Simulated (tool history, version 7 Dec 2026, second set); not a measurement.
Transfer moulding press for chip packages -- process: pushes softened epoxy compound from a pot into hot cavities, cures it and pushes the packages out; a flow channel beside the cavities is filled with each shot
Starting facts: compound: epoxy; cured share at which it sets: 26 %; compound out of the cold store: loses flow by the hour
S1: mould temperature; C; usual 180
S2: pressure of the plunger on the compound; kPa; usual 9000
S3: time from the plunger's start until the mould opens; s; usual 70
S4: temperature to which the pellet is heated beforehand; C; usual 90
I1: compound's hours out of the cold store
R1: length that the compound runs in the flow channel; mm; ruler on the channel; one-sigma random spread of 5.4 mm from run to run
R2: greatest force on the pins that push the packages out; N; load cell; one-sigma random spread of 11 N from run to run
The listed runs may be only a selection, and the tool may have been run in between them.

Run 1, day 0: usual settings; I1 41. Result: R1 643 mm, R2 622 N.
At day 2.538: cavities cleaned with cleaning compound and waxed.
Run 2, day 2.538: usual settings; I1 26.7. Result: R1 670 mm, R2 480 N.
At day 6.254: cavities cleaned with cleaning compound and waxed.
Run 3, day 6.546: usual settings but S4 89 C; I1 32.5. Result: R1 654 mm, R2 521 N.
Run 4, day 8.392: usual settings but S3 53 s; I1 33.7. Result: R1 633 mm, R2 1659 N.
At day 9.775: cavities cleaned with cleaning compound and waxed.
Run 5, day 11.046: usual settings; I1 42.8. Result: R1 621 mm, R2 661 N.
At day 12.829: mould's thermocouples calibrated.
Run 6, day 13.15: usual settings; I1 25.4. Result: R1 656 mm, R2 904 N.
At day 13.421: cavities cleaned with cleaning compound and waxed.
At day 14.9: plunger's sealing rings changed.
Run 7, day 16.183: usual settings; I1 22.5. Result: R1 693 mm, R2 866 N.
At day 17.175: cavities cleaned with cleaning compound and waxed.
Run 8, day 18.346: usual settings; I1 28.4. Result: R1 669 mm, R2 765 N.
At day 20.704: cavities cleaned with cleaning compound and waxed.
Run 9, day 21.967: usual settings; I1 38.2. Result: R1 654 mm, R2 731 N.
At day 24.438: cavities cleaned with cleaning compound and waxed.
Run 10, day 25.921: usual settings; I1 46.1. Result: R1 634 mm, R2 706 N.
At day 27.942: cavities cleaned with cleaning compound and waxed.
Run 11, day 29.429: usual settings; I1 27.9. Result: R1 660 mm, R2 715 N.
At day 31.762: cavities cleaned with cleaning compound and waxed.
Run 12, day 32.483: usual settings; I1 19.5. Result: R1 660 mm, R2 671 N.
At day 34.175: plunger's sealing rings changed.
At day 35.346: cavities cleaned with cleaning compound and waxed.
Run 13, day 35.646: usual settings but S4 98 C; I1 9.8. Result: R1 705 mm, R2 549 N.
Run 14, day 37.562: usual settings but S1 183 C; I1 8.9. Result: R1 701 mm, R2 673 N.
At day 38.958: cavities cleaned with cleaning compound and waxed.
Run 15, day 41.25: usual settings but S1 181 C, S4 87 C; I1 29.8. Result: R1 659 mm, R2 722 N.
At day 42.654: cavities cleaned with cleaning compound and waxed.
Run 16, day 43.346: usual settings but S1 181 C, S2 8950 kPa, S3 80 s, S4 96 C; I1 20.1. Result: R1 671 mm, R2 453 N.
At day 46.138: cavities cleaned with cleaning compound and waxed.
Run 17, day 46.417: usual settings but S1 175 C, S2 8950 kPa, S3 86 s, S4 96 C; I1 10.7. Result: R1 705 mm, R2 482 N.
At day 49.858: cavities cleaned with cleaning compound and waxed.
Run 18, day 50.221: usual settings but S1 179 C, S2 9040 kPa, S3 95 s, S4 91 C; I1 11.3. Result: R1 685 mm, R2 361 N.
At day 53.396: plunger's sealing rings changed.
At day 53.458: cavities cleaned with cleaning compound and waxed.
Run 19, day 54.512: usual settings but S1 186 C, S3 51 s, S4 87 C; I1 25.9. Result: R1 673 mm, R2 1104 N.
At day 57.021: cavities cleaned with cleaning compound and waxed.
Run 20, day 57.712: usual settings but S4 97 C; I1 43.5. Result: R1 647 mm, R2 540 N.
At day 59.875: mould's thermocouples calibrated.
Run 21, day 60.142: usual settings but S1 183 C, S2 7550 kPa, S3 59 s, S4 97 C; I1 26.2. Result: R1 605 mm, R2 1129 N.
At day 60.8: cavities cleaned with cleaning compound and waxed.
At day 64.429: cavities cleaned with cleaning compound and waxed.
Run 22, day 64.504: usual settings but S1 185 C, S2 7550 kPa, S3 59 s, S4 82 C; I1 10.9. Result: R1 630 mm, R2 655 N.
Run 23, day 66.404: usual settings but S3 50 s, S4 91 C; I1 21.5. Result: R1 663 mm, R2 1914 N.

Below are 3 alternative next runs, each starting from the tool's condition after run 23. Predict each:
At day 67.925: cavities cleaned with cleaning compound and waxed.
Run A, day 70.404: usual settings but S2 10510 kPa, S3 75 s, S4 86 C; I1 32.6. Result: R1 ?, R2 ?.
At day 67.925: cavities cleaned with cleaning compound and waxed.
Run B, day 70.404: usual settings but S2 7480 kPa, S3 50 s, S4 91 C; I1 32.1. Result: R1 ?, R2 ?.
At day 67.925: cavities cleaned with cleaning compound and waxed.
Run C, day 70.404: usual settings but S3 57 s, S4 91 C; I1 12.3. Result: R1 ?, R2 ?.

run   R1    R2
  A  696   702
  B  590  1951
  C  680  1515
What these runs would have given with no unlogged condition in the tool:
run   R1    R2
  A  736   432
  B  624  1192
  C  720   936

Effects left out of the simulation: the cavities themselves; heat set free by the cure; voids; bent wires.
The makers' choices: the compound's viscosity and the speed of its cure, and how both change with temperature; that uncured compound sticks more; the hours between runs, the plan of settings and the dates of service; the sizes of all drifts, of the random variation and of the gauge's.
